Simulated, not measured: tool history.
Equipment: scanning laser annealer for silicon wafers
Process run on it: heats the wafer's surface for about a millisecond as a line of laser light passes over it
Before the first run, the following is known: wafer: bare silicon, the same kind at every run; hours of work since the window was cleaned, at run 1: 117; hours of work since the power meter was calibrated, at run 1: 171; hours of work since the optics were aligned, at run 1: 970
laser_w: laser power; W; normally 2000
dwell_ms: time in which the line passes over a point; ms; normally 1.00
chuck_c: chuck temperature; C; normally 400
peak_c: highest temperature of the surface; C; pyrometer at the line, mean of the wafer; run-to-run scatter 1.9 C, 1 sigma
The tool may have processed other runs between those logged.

run	day	laser_w	dwell_ms	chuck_c	hours of work since the window was cleaned	hours of work since the power meter was calibrated	hours of work since the optics were aligned	peak_c
1	0.000	2000	1.00	400	117	171	970	1121
2	0.217	2000	1.00	400	120	173	973	1122
3	0.371	2000	1.00	400	121	175	975	1124
4	0.592	2000	1.00	400	124	177	977	1120
5	0.896	2000	1.00	400	127	181	981	1122
6	1.158	2000	1.00	400	130	184	984	1123
7	1.529	2000	1.12	400	135	188	988	1171
8	1.692	2000	1.12	400	137	190	990	1167
9	1.871	2000	1.12	400	139	192	992	1171
10	2.058	2000	1.12	400	141	194	994	1170
11	2.396	2000	1.12	400	145	198	998	1171
12	2.567	2000	1.00	400	147	200	1000	1120
13	2.883	2000	1.00	400	150	204	1003	1124
14	3.162	2000	1.00	400	153	207	1007	1123
15	3.471	2000	1.00	400	157	211	1010	1120
# day 3.588: window over the wafer cleaned
16	3.725	2000	1.00	400	2	213	1012	1119
17	3.962	2000	1.00	400	4	215	1015	1117
18	4.296	2000	1.00	400	8	219	1019	1117
19	4.475	2000	1.00	400	10	221	1021	1118
# day 4.767: window over the wafer cleaned, once more
20	4.767	2000	1.00	400	0	223	1023	1121
21	4.962	2000	1.00	400	2	226	1025	1125
22	5.179	2000	0.75	394	5	228	1028	1007
23	5.400	2059	1.08	400	7	231	1030	1183
24	5.667	2059	1.08	400	10	234	1033	1181
25	5.892	2059	1.08	400	13	236	1036	1181
26	6.062	2021	1.06	400	15	238	1038	1159
27	6.254	1885	1.16	427	17	241	1040	1165
28	6.446	1885	1.16	427	19	243	1042	1165
29	6.600	1879	1.16	388	21	245	1044	1125
30	6.792	1765	0.84	400	23	247	1046	971
31	7.033	2057	0.80	439	26	250	1049	1094
32	7.225	2057	0.80	439	28	252	1051	1095
33	7.588	1824	1.04	400	32	256	1055	1068
34	7.954	2084	1.02	435	37	260	1060	1200
35	8.188	2084	1.02	435	39	263	1062	1200
36	8.496	1875	1.02	429	43	266	1066	1109
37	8.817	2124	1.00	397	47	270	1070	1167
38	9.112	1824	1.00	397	50	273	1073	1049
39	9.450	2000	0.95	400	54	277	1077	1105
40	9.804	2000	0.95	391	58	281	1081	1095

What does the tool deliver on the next run?
41	9.992	2026	1.19	391	60	283	1083	?

{"run 41": {"peak_c": 1202}}
Without the tool's hidden state the same run would have given peak_c 1219 C.

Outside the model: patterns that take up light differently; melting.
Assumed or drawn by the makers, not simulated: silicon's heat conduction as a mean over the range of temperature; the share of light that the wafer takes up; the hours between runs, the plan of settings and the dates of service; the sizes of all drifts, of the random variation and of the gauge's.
